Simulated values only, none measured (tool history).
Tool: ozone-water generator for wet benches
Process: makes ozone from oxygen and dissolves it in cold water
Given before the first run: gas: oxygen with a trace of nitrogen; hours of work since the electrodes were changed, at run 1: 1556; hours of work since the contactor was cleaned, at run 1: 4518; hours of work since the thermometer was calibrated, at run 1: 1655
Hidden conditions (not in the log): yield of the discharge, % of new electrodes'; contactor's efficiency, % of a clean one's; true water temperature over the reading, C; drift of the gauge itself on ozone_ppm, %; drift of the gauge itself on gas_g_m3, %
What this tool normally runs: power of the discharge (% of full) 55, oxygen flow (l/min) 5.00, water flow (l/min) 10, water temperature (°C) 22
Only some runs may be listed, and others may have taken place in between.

run,day,power of the discharge (% of full),oxygen flow (l/min),water flow (l/min),water temperature (°C),hours of work since the electrodes were changed,hours of work since the contactor was cleaned,hours of work since the thermometer was calibrated,dissolved ozone (ppm),ozone in the gas ahead of the water (g/m3)
1,0.000,55,5.00,10,22,1556,4518,1655,32.3,209.4
2,2.317,55,5.00,10,22,1605,4566,1703,32.8,206.5
3,5.279,55,5.00,10,22,1667,4628,1765,32.4,208.7
4,6.750,55,5.00,10,22,1698,4659,1796,32.5,210.1
5,8.750,55,5.00,10,26,1740,4701,1838,29.7,208.3
6,11.096,97,2.99,16,22,1789,4750,1887,34.8,405.5
7,12.767,97,2.99,16,22,1824,4785,1922,34.6,406.1
8,14.300,97,2.69,8,22,1856,4817,1954,59.5,429.4
9,16.342,55,5.00,15,22,1898,4860,1997,24.9,211.6
10,18.738,68,8.51,13,16,1948,4910,2047,32.4,179.6

Below are 4 alternative next runs, each starting from the tool's condition after run 10. Predict each:
A,20.446,75,5.00,9,16,1984,4946,2083,?,?
B,20.446,55,7.08,13,28,1984,4946,2083,?,?
C,20.446,83,4.11,10,23,1984,4946,2083,?,?
D,20.446,61,6.86,10,23,1984,4946,2083,?,?

run,dissolved ozone (ppm),ozone in the gas ahead of the water (g/m3)
A,47.7,257.7
B,22.6,174.7
C,43.3,307.0
D,31.4,185.7
The same runs, with their run-to-run variation unchanged, on a tool lacking any hidden condition would have given:
run,dissolved ozone (ppm),ozone in the gas ahead of the water (g/m3)
A,47.7,257.8
B,22.6,174.7
C,43.4,307.1
D,31.4,185.8
